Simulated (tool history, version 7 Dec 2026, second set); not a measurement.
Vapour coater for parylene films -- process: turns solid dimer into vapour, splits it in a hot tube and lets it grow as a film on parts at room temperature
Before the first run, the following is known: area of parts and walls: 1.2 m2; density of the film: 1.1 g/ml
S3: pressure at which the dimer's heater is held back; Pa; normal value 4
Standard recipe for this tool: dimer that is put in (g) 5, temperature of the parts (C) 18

run 1 hour=0 | dimer_that_is_put_in_(g)=5 temperature_of_the_parts_(C)=18 S3=4 | thickness_of_the_film_(µm)=2.74
-- hour=28.9 trap's valve overhauled
run 2 hour=39.7 | dimer_that_is_put_in_(g)=5 temperature_of_the_parts_(C)=18 S3=4 | thickness_of_the_film_(µm)=2.59
run 3 hour=91.8 | dimer_that_is_put_in_(g)=5 temperature_of_the_parts_(C)=16 S3=4 | thickness_of_the_film_(µm)=2.78
run 4 hour=135 | dimer_that_is_put_in_(g)=5 temperature_of_the_parts_(C)=16 S3=4 | thickness_of_the_film_(µm)=2.76
run 5 hour=162.1 | dimer_that_is_put_in_(g)=5 temperature_of_the_parts_(C)=16 S3=4 | thickness_of_the_film_(µm)=2.73
run 6 hour=207.8 | dimer_that_is_put_in_(g)=5 temperature_of_the_parts_(C)=18 S3=4.08 | thickness_of_the_film_(µm)=2.57
run 7 hour=235 | dimer_that_is_put_in_(g)=5 temperature_of_the_parts_(C)=11 S3=4 | thickness_of_the_film_(µm)=3.13
-- hour=266.7 trap's valve overhauled, once more
run 8 hour=285 | dimer_that_is_put_in_(g)=5 temperature_of_the_parts_(C)=18 S3=4 | thickness_of_the_film_(µm)=2.9
run 9 hour=340.1 | dimer_that_is_put_in_(g)=7 temperature_of_the_parts_(C)=18 S3=4 | thickness_of_the_film_(µm)=3.97
run 10 hour=363.7 | dimer_that_is_put_in_(g)=2 temperature_of_the_parts_(C)=18 S3=4 | thickness_of_the_film_(µm)=1.13
run 11 hour=405.6 | dimer_that_is_put_in_(g)=2 temperature_of_the_parts_(C)=18 S3=4 | thickness_of_the_film_(µm)=1.15
run 12 hour=449.8 | dimer_that_is_put_in_(g)=5 temperature_of_the_parts_(C)=21 S3=8.35 | thickness_of_the_film_(µm)=2.19
run 13 hour=492.9 | dimer_that_is_put_in_(g)=4 temperature_of_the_parts_(C)=21 S3=4.98 | thickness_of_the_film_(µm)=1.94
run 14 hour=540.1 | dimer_that_is_put_in_(g)=4 temperature_of_the_parts_(C)=25 S3=2.26 | thickness_of_the_film_(µm)=2.09
run 15 hour=595.6 | dimer_that_is_put_in_(g)=3 temperature_of_the_parts_(C)=22 S3=2.7 | thickness_of_the_film_(µm)=1.63
run 16 hour=648.7 | dimer_that_is_put_in_(g)=5 temperature_of_the_parts_(C)=18 S3=4.09 | thickness_of_the_film_(µm)=2.74
run 17 hour=698.4 | dimer_that_is_put_in_(g)=6 temperature_of_the_parts_(C)=23 S3=2.02 | thickness_of_the_film_(µm)=3.36
run 18 hour=754.7 | dimer_that_is_put_in_(g)=4 temperature_of_the_parts_(C)=18 S3=2.41 | thickness_of_the_film_(µm)=2.45
run 19 hour=789.4 | dimer_that_is_put_in_(g)=4 temperature_of_the_parts_(C)=18 S3=2.41 | thickness_of_the_film_(µm)=2.45
run 20 hour=839.2 | dimer_that_is_put_in_(g)=4 temperature_of_the_parts_(C)=13 S3=2.46 | thickness_of_the_film_(µm)=2.8
run 21 hour=876.7 | dimer_that_is_put_in_(g)=2 temperature_of_the_parts_(C)=20 S3=10 | thickness_of_the_film_(µm)=0.84
run 22 hour=933 | dimer_that_is_put_in_(g)=7 temperature_of_the_parts_(C)=17 S3=3.98 | thickness_of_the_film_(µm)=3.84

Predict each of these 4 candidate next runs independently; none follows another, all start after run 22:
run A hour=971.6 | dimer_that_is_put_in_(g)=3 temperature_of_the_parts_(C)=17 S3=3.98 | thickness_of_the_film_(µm)=?
run B hour=971.6 | dimer_that_is_put_in_(g)=6 temperature_of_the_parts_(C)=28 S3=4.03 | thickness_of_the_film_(µm)=?
run C hour=971.6 | dimer_that_is_put_in_(g)=7 temperature_of_the_parts_(C)=17 S3=8.28 | thickness_of_the_film_(µm)=?
run D hour=971.6 | dimer_that_is_put_in_(g)=3 temperature_of_the_parts_(C)=25 S3=2.03 | thickness_of_the_film_(µm)=?

run=A thickness_of_the_film_(µm)=1.64
run=B thickness_of_the_film_(µm)=2.41
run=C thickness_of_the_film_(µm)=3.31
run=D thickness_of_the_film_(µm)=1.52
The same runs, with their run-to-run variation unchanged, on a tool lacking any hidden condition would have given:
run=A thickness_of_the_film_(µm)=1.78
run=B thickness_of_the_film_(µm)=2.6
run=C thickness_of_the_film_(µm)=3.58
run=D thickness_of_the_film_(µm)=1.65
